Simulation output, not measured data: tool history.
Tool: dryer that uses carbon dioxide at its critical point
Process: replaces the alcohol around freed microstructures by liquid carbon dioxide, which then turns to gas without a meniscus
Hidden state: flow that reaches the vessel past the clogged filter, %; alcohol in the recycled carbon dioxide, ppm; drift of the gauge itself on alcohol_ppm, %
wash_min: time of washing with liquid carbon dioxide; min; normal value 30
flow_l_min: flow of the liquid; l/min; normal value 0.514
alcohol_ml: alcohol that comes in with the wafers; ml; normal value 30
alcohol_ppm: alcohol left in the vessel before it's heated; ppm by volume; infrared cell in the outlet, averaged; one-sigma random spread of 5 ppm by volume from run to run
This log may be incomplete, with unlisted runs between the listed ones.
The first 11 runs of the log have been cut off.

run	hour	wash_min	flow_l_min	alcohol_ml	hours of work since the filter was changed	hours of work since the purifier's bed was changed	alcohol_ppm
12	478.3	30	0.514	30	138	907	232
13	530.8	30	0.514	30	178	947	234
14	579.2	30	0.514	30	215	984	240
15	634.8	30	0.514	34	258	1026	264
# hour 661.2: inlet filter changed
16	661.3	30	0.514	30	0	1046	237
17	689.8	30	0.514	30	22	1067	255
18	743.9	43	0.514	30	63	1109	245
19	790	30	0.514	25	98	1144	275
20	834.7	30	0.514	25	133	1178	268
21	865.2	34	0.514	25	156	1201	267
22	924.7	20	0.406	25	201	1247	714
23	950.3	30	0.743	26	221	1266	275
24	1009	30	0.743	26	266	1311	281
# hour 1021.2: inlet filter changed
25	1038.8	30	0.36	39	13	1333	488
# hour 1077.9: purifier's bed changed
26	1083	27	0.801	30	45	4	15
27	1134	27	0.801	30	84	43	14
28	1189.8	35	0.432	27	126	85	43
29	1236.8	19	0.432	67	162	121	1117
30	1274.9	19	0.514	30	191	151	291
31	1318.9	21	0.36	21	225	184	493

What does the tool deliver on the next run?
32	1359.9	20	0.765	41	256	215	?

Run 32 gave alcohol_ppm 88 ppm by volume.
The same run, on a tool lacking any hidden state, would have yielded alcohol_ppm 30 ppm by volume.
